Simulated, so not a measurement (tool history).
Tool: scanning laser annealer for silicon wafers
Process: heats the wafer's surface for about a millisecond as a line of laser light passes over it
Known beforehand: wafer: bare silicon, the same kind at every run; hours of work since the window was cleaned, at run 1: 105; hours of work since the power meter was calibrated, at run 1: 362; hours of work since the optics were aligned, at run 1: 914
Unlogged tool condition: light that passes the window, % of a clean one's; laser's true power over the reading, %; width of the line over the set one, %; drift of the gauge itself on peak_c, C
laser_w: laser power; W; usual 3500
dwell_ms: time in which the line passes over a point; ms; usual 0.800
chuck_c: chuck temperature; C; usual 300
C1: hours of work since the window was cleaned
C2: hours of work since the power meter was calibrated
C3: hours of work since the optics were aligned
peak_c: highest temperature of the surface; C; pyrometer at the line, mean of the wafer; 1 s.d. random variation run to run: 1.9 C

{"run": 1, "hour": 0.0, "laser_w": 3500, "dwell_ms": 0.8, "chuck_c": 300, "C1": 105, "C2": 362, "C3": 914, "peak_c": 1100}
{"run": 2, "hour": 28.2, "laser_w": 3500, "dwell_ms": 0.958, "chuck_c": 300, "C1": 118, "C2": 375, "C3": 927, "peak_c": 1186}
{"run": 3, "hour": 54.8, "laser_w": 3500, "dwell_ms": 0.958, "chuck_c": 300, "C1": 130, "C2": 387, "C3": 939, "peak_c": 1186}
{"run": 4, "hour": 85.4, "laser_w": 3500, "dwell_ms": 0.958, "chuck_c": 300, "C1": 144, "C2": 401, "C3": 953, "peak_c": 1184}
{"run": 5, "hour": 111.7, "laser_w": 3500, "dwell_ms": 0.8, "chuck_c": 300, "C1": 156, "C2": 413, "C3": 965, "peak_c": 1101}
{"run": 6, "hour": 160.2, "laser_w": 3500, "dwell_ms": 0.8, "chuck_c": 300, "C1": 177, "C2": 435, "C3": 986, "peak_c": 1099}
{"run": 7, "hour": 187.8, "laser_w": 3500, "dwell_ms": 0.8, "chuck_c": 300, "C1": 190, "C2": 447, "C3": 999, "peak_c": 1103}
{"run": 8, "hour": 230.3, "laser_w": 3500, "dwell_ms": 0.8, "chuck_c": 300, "C1": 209, "C2": 466, "C3": 1018, "peak_c": 1100}
{"run": 9, "hour": 278.3, "laser_w": 3500, "dwell_ms": 0.8, "chuck_c": 300, "C1": 231, "C2": 488, "C3": 1040, "peak_c": 1102}
{"run": 10, "hour": 309.3, "laser_w": 3500, "dwell_ms": 0.8, "chuck_c": 300, "C1": 245, "C2": 502, "C3": 1054, "peak_c": 1098}
{"run": 11, "hour": 348.4, "laser_w": 3500, "dwell_ms": 0.835, "chuck_c": 300, "C1": 262, "C2": 519, "C3": 1071, "peak_c": 1121}
{"run": 12, "hour": 392.0, "laser_w": 3500, "dwell_ms": 0.835, "chuck_c": 300, "C1": 282, "C2": 539, "C3": 1091, "peak_c": 1119}
{"run": 13, "hour": 416.9, "laser_w": 3356, "dwell_ms": 0.745, "chuck_c": 311, "C1": 293, "C2": 550, "C3": 1102, "peak_c": 1044}
{"run": 14, "hour": 467.7, "laser_w": 3356, "dwell_ms": 0.816, "chuck_c": 311, "C1": 316, "C2": 573, "C3": 1125, "peak_c": 1081}
{"run": 15, "hour": 491.2, "laser_w": 3382, "dwell_ms": 0.8, "chuck_c": 300, "C1": 327, "C2": 584, "C3": 1136, "peak_c": 1068}
{"run": 16, "hour": 514.1, "laser_w": 3382, "dwell_ms": 0.8, "chuck_c": 300, "C1": 337, "C2": 594, "C3": 1146, "peak_c": 1068}
{"run": 17, "hour": 557.1, "laser_w": 3210, "dwell_ms": 1.0, "chuck_c": 305, "C1": 357, "C2": 614, "C3": 1166, "peak_c": 1122}
{"run": 18, "hour": 604.3, "laser_w": 3393, "dwell_ms": 0.805, "chuck_c": 312, "C1": 378, "C2": 635, "C3": 1187, "peak_c": 1084}
{"run": 19, "hour": 634.7, "laser_w": 3797, "dwell_ms": 0.805, "chuck_c": 312, "C1": 392, "C2": 649, "C3": 1201, "peak_c": 1197}
{"run": 20, "hour": 681.2, "laser_w": 3714, "dwell_ms": 0.624, "chuck_c": 300, "C1": 413, "C2": 670, "C3": 1222, "peak_c": 1052}
{"run": 21, "hour": 711.0, "laser_w": 3714, "dwell_ms": 0.624, "chuck_c": 300, "C1": 426, "C2": 683, "C3": 1235, "peak_c": 1049}
{"run": 22, "hour": 762.0, "laser_w": 3223, "dwell_ms": 0.8, "chuck_c": 336, "C1": 449, "C2": 706, "C3": 1258, "peak_c": 1060}

The next listed run, before its measurement:
{"run": 23, "hour": 808.1, "laser_w": 3841, "dwell_ms": 0.769, "chuck_c": 331, "C1": 470, "C2": 727, "C3": 1279, "peak_c": "?"}

Run 23 produced peak_c 1207 C.
Were there no unlogged condition in the tool, this run, its random variation unchanged, would have produced peak_c 1207 C.

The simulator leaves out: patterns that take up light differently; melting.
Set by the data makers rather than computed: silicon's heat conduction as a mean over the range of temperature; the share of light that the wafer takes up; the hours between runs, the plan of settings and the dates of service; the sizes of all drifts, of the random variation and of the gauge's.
